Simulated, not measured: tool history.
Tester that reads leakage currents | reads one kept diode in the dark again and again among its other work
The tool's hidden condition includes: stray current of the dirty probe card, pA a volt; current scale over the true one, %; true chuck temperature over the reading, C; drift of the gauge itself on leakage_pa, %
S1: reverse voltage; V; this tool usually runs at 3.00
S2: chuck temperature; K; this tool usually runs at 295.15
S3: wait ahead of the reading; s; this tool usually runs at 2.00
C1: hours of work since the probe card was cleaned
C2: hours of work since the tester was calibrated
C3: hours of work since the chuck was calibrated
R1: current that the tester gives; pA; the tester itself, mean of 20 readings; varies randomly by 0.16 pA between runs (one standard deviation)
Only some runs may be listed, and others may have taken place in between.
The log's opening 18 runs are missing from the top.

run 19 hour=495.0 | S1=3.00 S2=295.15 S3=2.10 | C1=2248 C2=304 C3=204 | R1=56.14
run 20 hour=531.7 | S1=3.00 S2=295.15 S3=4.03 | C1=2263 C2=319 C3=219 | R1=55.57
run 21 hour=566.8 | S1=3.00 S2=295.15 S3=4.03 | C1=2278 C2=334 C3=234 | R1=55.58
run 22 hour=590.1 | S1=3.00 S2=295.15 S3=4.03 | C1=2287 C2=343 C3=243 | R1=55.75
run 23 hour=626.5 | S1=3.02 S2=296.15 S3=2.00 | C1=2302 C2=358 C3=258 | R1=59.56
run 24 hour=663.8 | S1=2.50 S2=316.15 S3=0.34 | C1=2318 C2=374 C3=274 | R1=198.72
run 25 hour=690.0 | S1=2.24 S2=314.15 S3=2.83 | C1=2328 C2=384 C3=285 | R1=164.81
run 26 hour=718.2 | S1=4.76 S2=298.15 S3=4.37 | C1=2340 C2=396 C3=296 | R1=85.71
run 27 hour=752.4 | S1=3.09 S2=295.15 S3=1.60 | C1=2354 C2=410 C3=310 | R1=56.19
run 28 hour=772.8 | S1=3.09 S2=295.15 S3=1.60 | C1=2363 C2=419 C3=319 | R1=56.49
run 29 hour=806.2 | S1=2.31 S2=298.15 S3=1.60 | C1=2376 C2=432 C3=332 | R1=58.88
run 30 hour=829.8 | S1=8.76 S2=331.15 S3=3.34 | C1=2386 C2=442 C3=342 | R1=873.12
run 31 hour=867.1 | S1=8.76 S2=331.15 S3=3.34 | C1=2401 C2=457 C3=358 | R1=872.52
run 32 hour=895.3 | S1=14.30 S2=331.15 S3=8.08 | C1=2413 C2=469 C3=369 | R1=1096.99
run 33 hour=915.4 | S1=7.07 S2=331.15 S3=8.08 | C1=2421 C2=477 C3=378 | R1=790.48
run 34 hour=949.0 | S1=1.17 S2=302.15 S3=8.08 | C1=2435 C2=491 C3=391 | R1=54.54
run 35 hour=972.9 | S1=1.08 S2=295.15 S3=5.00 | C1=2445 C2=501 C3=401 | R1=32.49
run 36 hour=1004.8 | S1=4.17 S2=319.15 S3=7.60 | C1=2458 C2=514 C3=414 | R1=298.95
run 37 hour=1026.0 | S1=3.00 S2=302.15 S3=1.39 | C1=2467 C2=523 C3=423 | R1=86.96
run 38 hour=1055.7 | S1=13.87 S2=314.15 S3=2.00 | C1=2479 C2=535 C3=435 | R1=398.26
run 39 hour=1073.4 | S1=1.12 S2=295.15 S3=2.00 | C1=2487 C2=543 C3=443 | R1=33.16
run 40 hour=1098.1 | S1=1.12 S2=295.15 S3=2.00 | C1=2497 C2=553 C3=453 | R1=33.00
-- hour=1119.6 probe card cleaned and baked
run 41 hour=1128.5 | S1=1.12 S2=295.15 S3=2.00 | C1=4 C2=564 C3=464 | R1=30.19

Here are 3 independent what-if runs from the current tool condition. What would each one return?
run A hour=1150.1 | S1=19.46 S2=295.15 S3=1.00 | C1=13 C2=573 C3=473 | R1=?
run B hour=1150.1 | S1=19.71 S2=305.15 S3=2.00 | C1=13 C2=573 C3=473 | R1=?
run C hour=1150.1 | S1=1.12 S2=324.15 S3=2.00 | C1=13 C2=573 C3=473 | R1=?

run=A R1=115.73
run=B R1=233.39
run=C R1=215.15
Had the tool no hidden state, the same runs would have come out as:
run=A R1=122.19
run=B R1=246.27
run=C R1=226.12

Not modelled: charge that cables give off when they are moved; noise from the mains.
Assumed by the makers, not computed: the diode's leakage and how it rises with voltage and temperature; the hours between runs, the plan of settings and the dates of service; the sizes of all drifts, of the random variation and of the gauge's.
